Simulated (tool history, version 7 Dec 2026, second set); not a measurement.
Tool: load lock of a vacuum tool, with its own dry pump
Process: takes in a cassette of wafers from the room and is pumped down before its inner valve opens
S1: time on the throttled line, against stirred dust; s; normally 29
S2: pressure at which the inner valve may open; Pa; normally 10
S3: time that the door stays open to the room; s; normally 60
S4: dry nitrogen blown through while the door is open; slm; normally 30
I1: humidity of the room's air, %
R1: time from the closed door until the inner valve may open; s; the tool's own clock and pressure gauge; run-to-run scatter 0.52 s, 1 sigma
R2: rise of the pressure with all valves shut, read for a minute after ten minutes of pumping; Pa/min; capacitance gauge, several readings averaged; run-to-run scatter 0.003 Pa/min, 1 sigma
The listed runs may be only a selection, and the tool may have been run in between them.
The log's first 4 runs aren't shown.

run,hour,S1,S2,S3,S4,I1,R1,R2
5,1117.2,29,10,60,10,45.2,74.9,0.111
6,1404.1,29,10,60,30,47.7,75.6,0.099
7,1660.2,29,10,60,30,44.5,75.5,0.099
8,1808,29,10,60,30,46.8,75.6,0.104
9,1968.4,29,10,60,30,45.1,75.3,0.104
10,2170.7,29,10,60,30,44.6,76.4,0.11
11,2360.3,29,10,60,30,46.5,75.1,0.112
12,2632.9,29,10,60,30,47.3,76.5,0.121
13,2847.4,29,10,60,30,44.2,76.8,0.126
14,3022.6,29,10,60,30,42.5,76.8,0.118
15,3220.6,29,10,60,30,42.9,76.4,0.121
16,3352,29,10,60,30,45,77.2,0.132
17,3526.5,29,10,46,30,48.2,77.7,0.13
18,3776.8,38,10,60,30,45,83.5,0.138

Forecast run 19:
19,4072.4,26,10,60,30,44.2,?,?

Run 19 came out at R1 75.5 s, R2 0.138 Pa/min.
Had the tool carried no hidden state, the very same run would have given R1 68.4 s, R2 0.011 Pa/min.
